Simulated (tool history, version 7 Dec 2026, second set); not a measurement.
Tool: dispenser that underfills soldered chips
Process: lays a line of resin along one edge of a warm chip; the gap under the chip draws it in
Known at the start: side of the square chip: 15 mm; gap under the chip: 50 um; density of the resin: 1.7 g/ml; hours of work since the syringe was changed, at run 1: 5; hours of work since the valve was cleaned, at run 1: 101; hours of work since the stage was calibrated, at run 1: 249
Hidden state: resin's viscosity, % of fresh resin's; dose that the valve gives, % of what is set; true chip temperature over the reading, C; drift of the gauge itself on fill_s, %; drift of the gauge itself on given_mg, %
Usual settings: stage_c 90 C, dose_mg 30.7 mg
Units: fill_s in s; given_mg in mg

| run | day | stage_c | dose_mg | hours of work since the syringe was changed | hours of work since the valve was cleaned | hours of work since the stage was calibrated | fill_s | given_mg |
|---|---|---|---|---|---|---|---|---|
| 1 | 0 | 90 | 30.7 | 5 | 101 | 249 | 236 | 28.69 |
|  | 0.096 | new syringe of resin |
| 2 | 0.317 | 88 | 30.7 | 4 | 106 | 254 | 235.7 | 28.71 |
|  | 0.475 | new syringe of resin |
| 3 | 0.492 | 103 | 30.7 | 0 | 109 | 257 | 126 | 28.98 |
|  | 0.85 | new syringe of resin |
| 4 | 0.871 | 90 | 31.4 | 0 | 115 | 263 | 187.2 | 29.03 |
| 5 | 1.192 | 90 | 30.7 | 6 | 120 | 269 | 243.8 | 28.23 |
|  | 1.238 | new syringe of resin |
| 6 | 1.354 | 90 | 30.7 | 2 | 123 | 271 | 203.5 | 28.38 |
| 7 | 1.512 | 90 | 34.3 | 5 | 126 | 274 | 228 | 31.69 |
|  | 1.625 | new syringe of resin |
| 8 | 1.867 | 90 | 34.3 | 4 | 132 | 280 | 219.5 | 31.57 |
|  | 2.012 | new syringe of resin |
| 9 | 2.071 | 90 | 34.3 | 1 | 135 | 283 | 189.1 | 31.54 |
|  | 2.388 | new syringe of resin |
| 10 | 2.396 | 90 | 34.3 | 0 | 140 | 289 | 184.7 | 31.4 |
|  | 2.558 | dispensing valve cleaned and set on the balance |
| 11 | 2.7 | 90 | 34.3 | 5 | 2 | 293 | 222.8 | 34.3 |
|  | 2.821 | new syringe of resin |
| 12 | 3.029 | 104 | 34.3 | 4 | 8 | 299 | 134.5 | 34.19 |
|  | 3.212 | new syringe of resin |
| 13 | 3.233 | 104 | 34.3 | 0 | 11 | 302 | 119.2 | 34.19 |
| 14 | 3.521 | 104 | 34.3 | 5 | 16 | 307 | 145.9 | 34.05 |
|  | 3.604 | new syringe of resin |
| 15 | 3.804 | 90 | 30.7 | 3 | 21 | 312 | 215 | 30.56 |
|  | 3.975 | new syringe of resin |
| 16 | 4.058 | 90 | 30.7 | 1 | 25 | 316 | 194 | 30.39 |
| 17 | 4.221 | 90 | 30.7 | 4 | 28 | 319 | 217.3 | 30.46 |
|  | 4.342 | new syringe of resin |
| 18 | 4.483 | 90 | 30.7 | 2 | 32 | 323 | 207.3 | 30.08 |
|  | 4.729 | new syringe of resin |
| 19 | 4.838 | 90 | 30.7 | 2 | 38 | 329 | 199.8 | 30.06 |
| 20 | 5.021 | 89 | 30.7 | 5 | 41 | 332 | 236 | 30.11 |
|  | 5.108 | new syringe of resin |
| 21 | 5.238 | 77 | 34.3 | 2 | 45 | 336 | 312 | 33.37 |
| 22 | 5.454 | 96 | 34.7 | 6 | 48 | 339 | 197 | 33.67 |
|  | 5.496 | new syringe of resin |
| 23 | 5.721 | 96 | 34.7 | 4 | 53 | 344 | 172.3 | 33.64 |
|  | 5.867 | new syringe of resin |
| 24 | 6.038 | 96 | 34.7 | 3 | 58 | 349 | 173.7 | 33.56 |
|  | 6.246 | new syringe of resin |
| 25 | 6.254 | 84 | 36.4 | 0 | 62 | 352 | 222.3 | 35.22 |
|  | 6.621 | new syringe of resin |
| 26 | 6.621 | 100 | 26.3 | 0 | 68 | 358 | 135.3 | 25.25 |
| 27 | 6.892 | 78 | 31 | 5 | 72 | 363 | 331.3 | 29.65 |

Run 28 comes next. What will it give?
|  | 7.008 | new syringe of resin |
| 28 | 7.162 | 80 | 30.9 | 3 | 77 | 368 | ? | ? |

Run 28 gave fill_s 281.8 s, given_mg 29.67 mg.
Without the tool's hidden state the same run would have given fill_s 259.8 s, given_mg 30.99 mg.

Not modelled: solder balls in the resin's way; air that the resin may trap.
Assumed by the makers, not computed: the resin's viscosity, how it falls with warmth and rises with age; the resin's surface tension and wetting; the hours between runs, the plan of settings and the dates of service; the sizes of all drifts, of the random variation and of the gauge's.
